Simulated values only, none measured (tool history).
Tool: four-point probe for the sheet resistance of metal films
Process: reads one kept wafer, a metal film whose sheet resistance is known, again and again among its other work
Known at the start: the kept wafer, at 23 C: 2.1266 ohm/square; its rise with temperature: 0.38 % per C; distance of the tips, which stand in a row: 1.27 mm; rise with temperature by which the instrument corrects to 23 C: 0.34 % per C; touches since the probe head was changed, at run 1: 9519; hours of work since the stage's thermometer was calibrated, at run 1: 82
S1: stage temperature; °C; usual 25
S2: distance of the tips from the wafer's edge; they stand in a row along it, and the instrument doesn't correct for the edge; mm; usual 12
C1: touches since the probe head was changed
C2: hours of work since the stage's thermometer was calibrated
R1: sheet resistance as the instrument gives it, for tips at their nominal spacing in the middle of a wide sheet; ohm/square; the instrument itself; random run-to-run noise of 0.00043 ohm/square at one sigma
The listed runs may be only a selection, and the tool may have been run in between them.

run 1 hour=0.0 | S1=25 S2=12 | C1=9519 C2=82 | R1=2.138898
run 2 hour=21.8 | S1=33 S2=12 | C1=10267 C2=92 | R1=2.144844
run 3 hour=35.0 | S1=19 S2=12 | C1=10721 C2=98 | R1=2.134046
run 4 hour=56.1 | S1=31 S2=12 | C1=11443 C2=108 | R1=2.143411
run 5 hour=81.3 | S1=25 S2=5 | C1=12307 C2=120 | R1=2.197391
run 6 hour=100.0 | S1=25 S2=5 | C1=12948 C2=128 | R1=2.196471
run 7 hour=121.8 | S1=23 S2=12 | C1=13699 C2=138 | R1=2.136543
run 8 hour=141.6 | S1=32 S2=12 | C1=14377 C2=148 | R1=2.143604
run 9 hour=167.1 | S1=32 S2=12 | C1=15252 C2=159 | R1=2.142987
run 10 hour=188.0 | S1=32 S2=12 | C1=15967 C2=169 | R1=2.143180
run 11 hour=212.0 | S1=25 S2=12 | C1=16792 C2=180 | R1=2.138612
run 12 hour=227.2 | S1=25 S2=12 | C1=17312 C2=187 | R1=2.138197
run 13 hour=242.8 | S1=26 S2=12 | C1=17847 C2=194 | R1=2.139773
run 14 hour=269.5 | S1=26 S2=12 | C1=18764 C2=207 | R1=2.139094
run 15 hour=297.9 | S1=26 S2=12 | C1=19737 C2=220 | R1=2.138544
run 16 hour=322.0 | S1=25 S2=12 | C1=20563 C2=231 | R1=2.138720
run 17 hour=340.6 | S1=25 S2=12 | C1=21203 C2=240 | R1=2.137782
run 18 hour=369.4 | S1=25 S2=12 | C1=22191 C2=253 | R1=2.137959
run 19 hour=400.0 | S1=20 S2=30 | C1=23239 C2=267 | R1=2.123565
run 20 hour=421.6 | S1=19 S2=29 | C1=23979 C2=277 | R1=2.122582
run 21 hour=452.4 | S1=31 S2=6 | C1=25036 C2=291 | R1=2.179285
run 22 hour=477.1 | S1=31 S2=6 | C1=25885 C2=303 | R1=2.179627
run 23 hour=493.5 | S1=34 S2=7 | C1=26447 C2=310 | R1=2.168558
run 24 hour=517.5 | S1=18 S2=4 | C1=27271 C2=321 | R1=2.227862
run 25 hour=542.1 | S1=27 S2=7 | C1=28113 C2=333 | R1=2.163562
run 26 hour=556.0 | S1=21 S2=11 | C1=28590 C2=339 | R1=2.135662
run 27 hour=580.8 | S1=21 S2=11 | C1=29443 C2=351 | R1=2.136573
run 28 hour=610.6 | S1=21 S2=11 | C1=30463 C2=364 | R1=2.135743
run 29 hour=637.4 | S1=18 S2=74 | C1=31385 C2=377 | R1=2.118415
run 30 hour=656.5 | S1=26 S2=53 | C1=32037 C2=386 | R1=2.125939
run 31 hour=678.0 | S1=22 S2=58 | C1=32776 C2=396 | R1=2.122334
run 32 hour=695.7 | S1=22 S2=58 | C1=33381 C2=404 | R1=2.123055
run 33 hour=717.3 | S1=32 S2=58 | C1=34123 C2=414 | R1=2.129804
run 34 hour=747.0 | S1=23 S2=15 | C1=35143 C2=427 | R1=2.130895
run 35 hour=764.2 | S1=23 S2=15 | C1=35732 C2=435 | R1=2.130105

Predict each of these 5 candidate next runs independently; none follows another, all start after run 35:
run A hour=777.8 | S1=32 S2=3 | C1=36199 C2=442 | R1=?
run B hour=777.8 | S1=25 S2=36 | C1=36199 C2=442 | R1=?
run C hour=777.8 | S1=23 S2=4 | C1=36199 C2=442 | R1=?
run D hour=777.8 | S1=23 S2=6 | C1=36199 C2=442 | R1=?
run E hour=777.8 | S1=25 S2=24 | C1=36199 C2=442 | R1=?

run=A R1=2.314980
run=B R1=2.125643
run=C R1=2.231564
run=D R1=2.171998
run=E R1=2.127631
What these runs would have given with no unlogged condition in the tool:
run=A R1=2.319617
run=B R1=2.129952
run=C R1=2.236082
run=D R1=2.176403
run=E R1=2.131944

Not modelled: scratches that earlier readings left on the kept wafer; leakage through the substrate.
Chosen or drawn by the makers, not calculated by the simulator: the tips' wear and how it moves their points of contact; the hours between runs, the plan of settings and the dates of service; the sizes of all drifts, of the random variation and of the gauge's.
